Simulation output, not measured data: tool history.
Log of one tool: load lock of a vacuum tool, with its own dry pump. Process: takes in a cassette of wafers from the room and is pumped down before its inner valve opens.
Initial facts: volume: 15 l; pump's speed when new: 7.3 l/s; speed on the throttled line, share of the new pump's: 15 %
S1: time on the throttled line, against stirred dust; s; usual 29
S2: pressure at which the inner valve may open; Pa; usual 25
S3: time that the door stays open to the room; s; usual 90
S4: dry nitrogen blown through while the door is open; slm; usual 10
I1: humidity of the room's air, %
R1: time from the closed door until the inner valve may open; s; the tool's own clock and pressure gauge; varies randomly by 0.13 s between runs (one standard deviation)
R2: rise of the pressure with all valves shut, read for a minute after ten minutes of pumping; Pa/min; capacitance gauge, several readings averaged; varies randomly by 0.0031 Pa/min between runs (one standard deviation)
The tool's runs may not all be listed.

{"run": 1, "hour": 0.0, "S1": 29, "S2": 25, "S3": 90, "S4": 10, "I1": 47.0, "R1": 42.5, "R2": 0.142}
{"run": 2, "hour": 274.3, "S1": 29, "S2": 25, "S3": 90, "S4": 10, "I1": 48.0, "R1": 42.5, "R2": 0.153}
{"run": 3, "hour": 478.6, "S1": 29, "S2": 25, "S3": 90, "S4": 10, "I1": 49.5, "R1": 42.6, "R2": 0.163}
{"run": 4, "hour": 606.3, "S1": 29, "S2": 25, "S3": 90, "S4": 10, "I1": 45.2, "R1": 42.8, "R2": 0.167}
{"run": 5, "hour": 874.0, "S1": 29, "S2": 25, "S3": 90, "S4": 7, "I1": 44.4, "R1": 42.8, "R2": 0.186}
{"run": 6, "hour": 1001.2, "S1": 29, "S2": 25, "S3": 90, "S4": 7, "I1": 43.7, "R1": 42.6, "R2": 0.2}
{"run": 7, "hour": 1167.4, "S1": 29, "S2": 25, "S3": 90, "S4": 7, "I1": 44.4, "R1": 42.7, "R2": 0.205}
{"run": 8, "hour": 1300.7, "S1": 29, "S2": 25, "S3": 90, "S4": 7, "I1": 48.0, "R1": 42.7, "R2": 0.21}
{"run": 9, "hour": 1514.0, "S1": 29, "S2": 25, "S3": 90, "S4": 7, "I1": 47.7, "R1": 42.7, "R2": 0.218}
{"run": 10, "hour": 1779.6, "S1": 28, "S2": 21, "S3": 175, "S4": 10, "I1": 42.9, "R1": 42.2, "R2": 0.243}

Expected results for the next run?
{"run": 11, "hour": 2017.0, "S1": 35, "S2": 21, "S3": 153, "S4": 10, "I1": 46.4, "R1": "?", "R2": "?"}

Run 11 gave R1 48.2 s, R2 0.268 Pa/min.
On a tool with no hidden condition, and with the same random variation, this run would have come out at R1 47.3 s, R2 0.080 Pa/min.
